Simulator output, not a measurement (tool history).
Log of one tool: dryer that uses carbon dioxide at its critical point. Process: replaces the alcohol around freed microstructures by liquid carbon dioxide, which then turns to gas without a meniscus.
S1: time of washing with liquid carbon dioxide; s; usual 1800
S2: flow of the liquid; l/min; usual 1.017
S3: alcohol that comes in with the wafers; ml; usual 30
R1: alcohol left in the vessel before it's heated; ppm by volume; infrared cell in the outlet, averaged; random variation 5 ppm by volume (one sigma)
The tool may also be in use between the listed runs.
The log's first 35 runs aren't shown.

At day 49.821: inlet filter changed.
Run 36, day 50.55: usual settings but S1 1560 s, S2 0.68 l/min, S3 27 ml. Result: R1 313 ppm by volume.
Run 37, day 52.25: usual settings but S1 1500 s, S2 0.65 l/min, S3 80 ml. Result: R1 1137 ppm by volume.
Run 38, day 53.475: usual settings but S1 2700 s, S2 1.04 l/min, S3 41 ml. Result: R1 26 ppm by volume.
Run 39, day 55.629: usual settings but S1 2700 s, S2 1.04 l/min, S3 43 ml. Result: R1 42 ppm by volume.
Run 40, day 56.733: usual settings but S1 1260 s, S2 0.62 l/min, S3 24 ml. Result: R1 677 ppm by volume.
Run 41, day 57.967: usual settings but S1 1260 s, S2 0.62 l/min, S3 24 ml. Result: R1 676 ppm by volume.
Run 42, day 59.125: usual settings but S1 1620 s, S2 0.83 l/min, S3 67 ml. Result: R1 416 ppm by volume.
Run 43, day 61.062: usual settings but S1 2880 s, S2 1.23 l/min. Result: R1 30 ppm by volume.
Run 44, day 62.721: usual settings but S1 1260 s, S2 0.67 l/min, S3 38 ml. Result: R1 986 ppm by volume.
Run 45, day 63.696: usual settings but S3 26 ml. Result: R1 84 ppm by volume.

3 ways to go on from here, each from the tool as it stands after run 45. What would each give?
Run A, day 64.583: usual settings but S1 1680 s, S2 1.05 l/min, S3 26 ml. Result: R1 ?.
Run B, day 64.583: usual settings but S1 1860 s, S2 0.73 l/min. Result: R1 ?.
Run C, day 64.583: usual settings but S1 2040 s, S3 111 ml. Result: R1 ?.

run   R1
  A   98
  B  240
  C  149
Without the tool's hidden state the same runs would have given:
run   R1
  A   39
  B  138
  C   61
